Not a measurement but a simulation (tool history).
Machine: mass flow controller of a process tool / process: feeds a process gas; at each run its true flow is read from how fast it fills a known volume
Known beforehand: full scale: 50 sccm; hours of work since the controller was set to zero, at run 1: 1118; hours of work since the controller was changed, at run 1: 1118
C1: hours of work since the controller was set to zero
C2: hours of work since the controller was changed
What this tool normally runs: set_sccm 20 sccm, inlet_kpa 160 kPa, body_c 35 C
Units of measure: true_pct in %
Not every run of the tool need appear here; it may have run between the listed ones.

Run 1, hour 0.0: usual settings; C1 1118; C2 1118. Result: true_pct 98.02 %.
Run 2, hour 81.0: usual settings; C1 1181; C2 1181. Result: true_pct 97.80 %.
Run 3, hour 132.8: usual settings; C1 1221; C2 1221. Result: true_pct 97.97 %.
Run 4, hour 220.9: usual settings; C1 1289; C2 1289. Result: true_pct 97.97 %.
Run 5, hour 288.5: usual settings; C1 1342; C2 1342. Result: true_pct 97.77 %.
Run 6, hour 345.2: usual settings; C1 1386; C2 1386. Result: true_pct 97.91 %.
Run 7, hour 407.3: usual settings but body_c 25 C; C1 1434; C2 1434. Result: true_pct 98.07 %.
Run 8, hour 458.2: usual settings; C1 1474; C2 1474. Result: true_pct 97.75 %.
Run 9, hour 506.2: usual settings; C1 1511; C2 1511. Result: true_pct 97.72 %.
Run 10, hour 572.5: usual settings but inlet_kpa 213 kPa; C1 1562; C2 1562. Result: true_pct 97.53 %.
Run 11, hour 635.1: usual settings but inlet_kpa 213 kPa; C1 1611; C2 1611. Result: true_pct 97.49 %.
Run 12, hour 673.4: usual settings; C1 1640; C2 1640. Result: true_pct 97.60 %.
Run 13, hour 722.2: usual settings; C1 1678; C2 1678. Result: true_pct 97.63 %.
Run 14, hour 767.1: usual settings; C1 1713; C2 1713. Result: true_pct 97.61 %.
Run 15, hour 855.0: usual settings; C1 1781; C2 1781. Result: true_pct 97.62 %.
Run 16, hour 939.3: usual settings; C1 1847; C2 1847. Result: true_pct 97.42 %.
Run 17, hour 1028.9: usual settings; C1 1916; C2 1916. Result: true_pct 97.30 %.
Run 18, hour 1108.3: usual settings; C1 1978; C2 1978. Result: true_pct 97.40 %.
Run 19, hour 1202.2: usual settings; C1 2050; C2 2050. Result: true_pct 97.32 %.
Run 20, hour 1254.6: usual settings but body_c 27 C; C1 2091; C2 2091. Result: true_pct 97.71 %.
Run 21, hour 1293.4: usual settings but body_c 27 C; C1 2121; C2 2121. Result: true_pct 97.61 %.
Run 22, hour 1344.1: usual settings but body_c 27 C; C1 2161; C2 2161. Result: true_pct 97.69 %.
Run 23, hour 1383.6: usual settings but set_sccm 29 sccm, inlet_kpa 154 kPa, body_c 23 C; C1 2191; C2 2191. Result: true_pct 98.14 %.
Run 24, hour 1475.1: usual settings but set_sccm 29 sccm, inlet_kpa 154 kPa, body_c 23 C; C1 2262; C2 2262. Result: true_pct 98.18 %.
Run 25, hour 1515.6: usual settings but set_sccm 21 sccm, inlet_kpa 198 kPa; C1 2294; C2 2294. Result: true_pct 97.10 %.
At hour 1571.3: gauge calibrated.
Run 26, hour 1574.0: usual settings but set_sccm 8 sccm, inlet_kpa 198 kPa, body_c 36 C; C1 2339; C2 2339. Result: true_pct 97.20 %.
Run 27, hour 1626.9: usual settings but set_sccm 8 sccm, inlet_kpa 198 kPa, body_c 36 C; C1 2380; C2 2380. Result: true_pct 97.20 %.
Run 28, hour 1700.2: usual settings but set_sccm 8 sccm, inlet_kpa 198 kPa, body_c 36 C; C1 2437; C2 2437. Result: true_pct 97.13 %.
Run 29, hour 1781.8: usual settings but set_sccm 34 sccm; C1 2500; C2 2500. Result: true_pct 98.68 %.
Run 30, hour 1853.6: usual settings but inlet_kpa 146 kPa, body_c 21 C; C1 2556; C2 2556. Result: true_pct 98.34 %.
Run 31, hour 1926.4: usual settings but set_sccm 45 sccm, body_c 29 C; C1 2612; C2 2612. Result: true_pct 99.32 %.
Run 32, hour 2001.4: usual settings but set_sccm 43 sccm, body_c 32 C; C1 2670; C2 2670. Result: true_pct 99.25 %.

The next listed run, before its measurement:
Run 33, hour 2095.4: usual settings but set_sccm 43 sccm, body_c 32 C; C1 2743; C2 2743. Result: true_pct ?.

true_pct: 99.19 %
On a tool with no hidden condition, and with the same random variation, this run would have come out at true_pct 99.48 %.
